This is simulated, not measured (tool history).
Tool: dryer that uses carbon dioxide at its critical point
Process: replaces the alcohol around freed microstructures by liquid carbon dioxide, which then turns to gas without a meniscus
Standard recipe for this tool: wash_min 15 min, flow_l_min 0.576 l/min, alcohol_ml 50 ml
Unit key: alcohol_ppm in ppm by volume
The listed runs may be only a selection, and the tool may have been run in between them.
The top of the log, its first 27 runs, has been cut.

{"run": 28, "hour": 398.1, "wash_min": 18, "flow_l_min": 0.613, "alcohol_ml": 50, "alcohol_ppm": 122}
{"run": 29, "hour": 409.6, "wash_min": 18, "flow_l_min": 0.613, "alcohol_ml": 50, "alcohol_ppm": 122}
{"run": 30, "hour": 418.2, "wash_min": 18, "flow_l_min": 0.613, "alcohol_ml": 50, "alcohol_ppm": 127}
{"run": 31, "hour": 429.8, "wash_min": 15, "flow_l_min": 0.385, "alcohol_ml": 50, "alcohol_ppm": 365}
{"run": 32, "hour": 438.3, "wash_min": 15, "flow_l_min": 0.385, "alcohol_ml": 50, "alcohol_ppm": 380}
{"run": 33, "hour": 456.4, "wash_min": 11, "flow_l_min": 0.385, "alcohol_ml": 109, "alcohol_ppm": 2387}
{"run": 34, "hour": 468.7, "wash_min": 11, "flow_l_min": 0.385, "alcohol_ml": 109, "alcohol_ppm": 2326}
{"run": 35, "hour": 482.4, "wash_min": 20, "flow_l_min": 0.608, "alcohol_ml": 52, "alcohol_ppm": 129}
{"run": 36, "hour": 496.5, "wash_min": 18, "flow_l_min": 0.608, "alcohol_ml": 56, "alcohol_ppm": 132}
{"run": 37, "hour": 505.7, "wash_min": 24, "flow_l_min": 0.811, "alcohol_ml": 108, "alcohol_ppm": 127}
{"run": 38, "hour": 521.9, "wash_min": 24, "flow_l_min": 0.811, "alcohol_ml": 108, "alcohol_ppm": 127}
{"run": 39, "hour": 534.0, "wash_min": 19, "flow_l_min": 0.471, "alcohol_ml": 50, "alcohol_ppm": 153}
{"run": 40, "hour": 548.0, "wash_min": 15, "flow_l_min": 0.576, "alcohol_ml": 40, "alcohol_ppm": 162}
{"run": 41, "hour": 559.7, "wash_min": 15, "flow_l_min": 0.974, "alcohol_ml": 83, "alcohol_ppm": 146}
{"run": 42, "hour": 575.8, "wash_min": 15, "flow_l_min": 0.974, "alcohol_ml": 83, "alcohol_ppm": 142}
{"run": 43, "hour": 586.6, "wash_min": 12, "flow_l_min": 0.433, "alcohol_ml": 28, "alcohol_ppm": 394}
{"run": 44, "hour": 604.1, "wash_min": 12, "flow_l_min": 0.433, "alcohol_ml": 28, "alcohol_ppm": 393}
{"run": 45, "hour": 621.0, "wash_min": 14, "flow_l_min": 0.779, "alcohol_ml": 28, "alcohol_ppm": 154}
{"run": 46, "hour": 629.7, "wash_min": 20, "flow_l_min": 0.769, "alcohol_ml": 106, "alcohol_ppm": 155}

5 options for the next run, each taken on its own from the tool as it stands now. Forecast them:
{"run": "A", "hour": 646.0, "wash_min": 15, "flow_l_min": 0.498, "alcohol_ml": 106, "alcohol_ppm": "?"}
{"run": "B", "hour": 646.0, "wash_min": 20, "flow_l_min": 0.576, "alcohol_ml": 50, "alcohol_ppm": "?"}
{"run": "C", "hour": 646.0, "wash_min": 10, "flow_l_min": 0.769, "alcohol_ml": 38, "alcohol_ppm": "?"}
{"run": "D", "hour": 646.0, "wash_min": 15, "flow_l_min": 0.901, "alcohol_ml": 105, "alcohol_ppm": "?"}
{"run": "E", "hour": 646.0, "wash_min": 11, "flow_l_min": 0.576, "alcohol_ml": 50, "alcohol_ppm": "?"}

run=A alcohol_ppm=292
run=B alcohol_ppm=148
run=C alcohol_ppm=206
run=D alcohol_ppm=155
run=E alcohol_ppm=335
Without the tool's unlogged condition, the same runs would have read:
run=A alcohol_ppm=128
run=B alcohol_ppm=6
run=C alcohol_ppm=57
run=D alcohol_ppm=12
run=E alcohol_ppm=170

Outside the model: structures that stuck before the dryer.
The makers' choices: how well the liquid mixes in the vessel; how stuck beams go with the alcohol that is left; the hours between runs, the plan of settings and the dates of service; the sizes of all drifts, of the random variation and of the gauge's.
